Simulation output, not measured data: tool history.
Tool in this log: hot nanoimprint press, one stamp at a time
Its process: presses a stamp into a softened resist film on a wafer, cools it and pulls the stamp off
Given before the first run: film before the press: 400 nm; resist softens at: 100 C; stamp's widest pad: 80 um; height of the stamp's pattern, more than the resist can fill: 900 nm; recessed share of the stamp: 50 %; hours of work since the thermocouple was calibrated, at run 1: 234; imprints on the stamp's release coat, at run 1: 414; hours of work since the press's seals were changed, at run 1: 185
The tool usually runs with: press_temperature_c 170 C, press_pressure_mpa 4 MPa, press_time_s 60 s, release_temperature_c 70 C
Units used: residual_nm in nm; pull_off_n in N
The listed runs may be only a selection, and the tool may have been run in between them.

run     day  press_temperature_c  press_pressure_mpa  press_time_s  release_temperature_c  hours of work since the thermocouple was calibrated  imprints on the stamp's release coat  hours of work since the press's seals were changed  residual_nm  pull_off_n
  1       0                  170                   4            60                     70                                                  234                                   414                                                 185        176.6         209
  2   1.033                  170                   4            60                     70                                                  245                                   492                                                 196        177.8         213
  3   1.821                  170                   4            60                     70                                                  253                                   551                                                 204        174.2         215
  4   2.438                  170                   4            60                     70                                                  260                                   598                                                 211        174.9         210
  5   3.175                  170                   4            60                     70                                                  268                                   653                                                 219        175.5         214
  6     3.9                  170                   4            60                     70                                                  276                                   708                                                 226        172.5         212
  7   4.783                  170                4.66            60                     70                                                  285                                   774                                                 236        161.9         215
  8   5.829                  170                   4            60                     70                                                  296                                   853                                                 247        174.1         215
  9   6.646                  170                   4            60                     70                                                  305                                   915                                                 256        173.5         213
      6.821  -- plate thermocouple calibrated
 10   7.508                  170                   4            47                     70                                                    7                                   970                                                 264        182.8         216
 11   8.275                  165                   4            47                     70                                                   16                                  1028                                                 272        220.6         217
      8.708  -- plate thermocouple calibrated, once more
 12   9.217                  165                   4            47                     70                                                    5                                  1090                                                 281          242         219
 13   9.771                  170                   4            60                     70                                                   11                                  1132                                                 287        186.5         219
 14  10.721                  170                   4            60                     70                                                   22                                  1203                                                 297        183.2         225
 15  11.475                  170                   4            77                     70                                                   30                                  1260                                                 305        168.3         222
 16  12.346                  170                3.71            60                     70                                                   39                                  1325                                                 314        187.6         223
 17  13.479                  170                   4            69                     61                                                   51                                  1411                                                 327        174.4         238
 18  14.412                  170                   4            69                     61                                                   61                                  1481                                                 337        174.3         240
 19  15.583                  178                2.86            31                     75                                                   74                                  1570                                                 349        200.1         218
 20  16.579                  178                4.95            31                     75                                                   84                                  1645                                                 360        156.1         219
 21    17.1                  164                   4            56                     70                                                   90                                  1684                                                 365        233.7         229
 22  17.783                  165                3.72            60                     70                                                   97                                  1736                                                 373        226.8         227
 23  18.612                  165                3.72            60                     70                                                  106                                  1798                                                 382        224.5         231
 24  19.683                  173                   4            64                     70                                                  118                                  1879                                                 393        156.7         233
 25  20.492                  170                4.25            90                     70                                                  126                                  1940                                                 402        149.6         232
 26  21.658                  170                4.25            90                     70                                                  139                                  2028                                                 414        150.7         230
 27  22.529                  170                3.45            42                     56                                                  148                                  2093                                                 424        219.1         258
 28  23.167                  167                2.73            81                     66                                                  155                                  2142                                                 430        214.3         240
      24.15  -- stamp cleaned and given a new release coat
 29  24.188                  167                2.73            81                     66                                                  163                                     3                                                 439        214.1         208

What differs in the tool's unlogged condition from the final listed run ahead of each entry between runs to the first listed run following it?
Runs 9 to 10: plate thermocouple calibrated (day 6.821)
  true temperature over the reading, C: 1.45 -> 2.5; pressure that arrives at the usual setting, %: 98.7 -> 98.66; grip of the stamp's worn release coat, % over a new coat's: 5.9 -> 6.2
  measured less the result without the state, residual_nm: -9.2 -> -16.9 nm; pull_off_n: +10 -> +9 N
Runs 11 to 12: plate thermocouple calibrated, once more (day 8.708)
  true temperature over the reading, C: 2.54 -> -0.1; pressure that arrives at the usual setting, %: 98.63 -> 98.59; grip of the stamp's worn release coat, % over a new coat's: 6.6 -> 7
  measured less the result without the state, residual_nm: -19.5 -> +2 nm; pull_off_n: +10 -> +14 N
Runs 28 to 29: stamp cleaned and given a new release coat (day 24.15)
  true temperature over the reading, C: 0.6 -> 0.64; pressure that arrives at the usual setting, %: 98.01 -> 97.98; grip of the stamp's worn release coat, % over a new coat's: 13.9 -> 0
  measured less the result without the state, residual_nm: -3.6 -> -3.9 nm; pull_off_n: +29 -> -1 N
